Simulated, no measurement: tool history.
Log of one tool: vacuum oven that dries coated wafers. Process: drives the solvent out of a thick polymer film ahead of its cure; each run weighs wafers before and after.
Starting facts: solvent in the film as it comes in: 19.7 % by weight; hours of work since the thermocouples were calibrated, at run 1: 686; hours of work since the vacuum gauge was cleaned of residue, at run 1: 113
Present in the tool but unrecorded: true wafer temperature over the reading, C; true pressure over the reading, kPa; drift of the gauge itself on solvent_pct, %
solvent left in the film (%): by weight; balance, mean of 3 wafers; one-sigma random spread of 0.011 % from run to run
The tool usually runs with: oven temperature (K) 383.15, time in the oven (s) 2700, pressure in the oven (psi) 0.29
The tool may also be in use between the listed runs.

run	hour	oven temperature (K)	time in the oven (s)	pressure in the oven (psi)	hours of work since the thermocouples were calibrated	hours of work since the vacuum gauge was cleaned of residue	solvent left in the film (%)
1	0	383.15	2700	0.29	686	113	2.07
2	51.8	383.15	2700	0.29	709	136	2.07
3	115.1	382.15	2700	0.29	739	166	2.28
4	208.9	382.15	2700	0.29	782	209	2.3
# hour 219.5: oven's thermocouples calibrated
5	275	383.15	2700	0.29	26	238	1.99
6	335.7	383.15	2700	0.29	53	266	1.99
7	403.6	383.15	2700	0.29	85	297	2
8	496.2	383.15	2700	0.29	127	340	2
9	580	383.15	2700	0.29	166	379	2.01
10	674.3	383.15	3240	0.29	209	422	1.45
11	755.2	375.15	2700	0.29	247	459	3.88
12	835.1	375.15	2700	0.29	283	496	3.89
13	897.1	375.15	2700	0.29	312	524	3.89
14	947.5	375.15	2700	0.29	335	548	3.92
15	1035.3	383.15	2700	0.29	375	588	2.03
16	1087.2	383.15	2700	0.29	399	612	2.04
17	1162.1	383.15	2700	0.29	434	646	2.04
18	1220.2	383.15	2940	0.29	460	673	1.78
19	1308.3	383.15	2700	0.29	501	714	2.07
20	1412	386.15	2640	0.29	549	761	1.63
21	1508.5	386.15	2640	0.29	593	806	1.63
22	1586.3	370.15	2640	0.248	629	842	5.46
23	1675.6	370.15	2640	0.248	670	883	5.47
24	1763.1	370.15	2640	0.248	710	923	5.49
25	1820.9	390.15	3420	0.29	737	950	0.69
26	1903	392.15	1620	0.178	775	987	2.2
# hour 1931.6: oven's thermocouples calibrated
27	1958.9	376.15	1740	0.59	13	1012	6.41
28	2072.5	383.15	1740	0.235	65	1064	3.92
29	2160.9	383.15	1740	0.235	105	1105	3.96
30	2216.5	393.15	1980	0.239	131	1131	1.37
31	2283.9	393.15	1980	0.239	162	1162	1.35
32	2394.5	372.15	1320	0.274	213	1213	8.66
33	2464	372.15	1320	0.274	245	1245	8.7
34	2527	372.15	1320	0.274	274	1274	8.71

Forecast run 35:
35	2636.7	380.15	2460	0.161	324	1324	?

Run 35 produced solvent left in the film (%) 2.89.
Had the tool carried no hidden state, the very same run would have given solvent left in the film (%) 2.69.
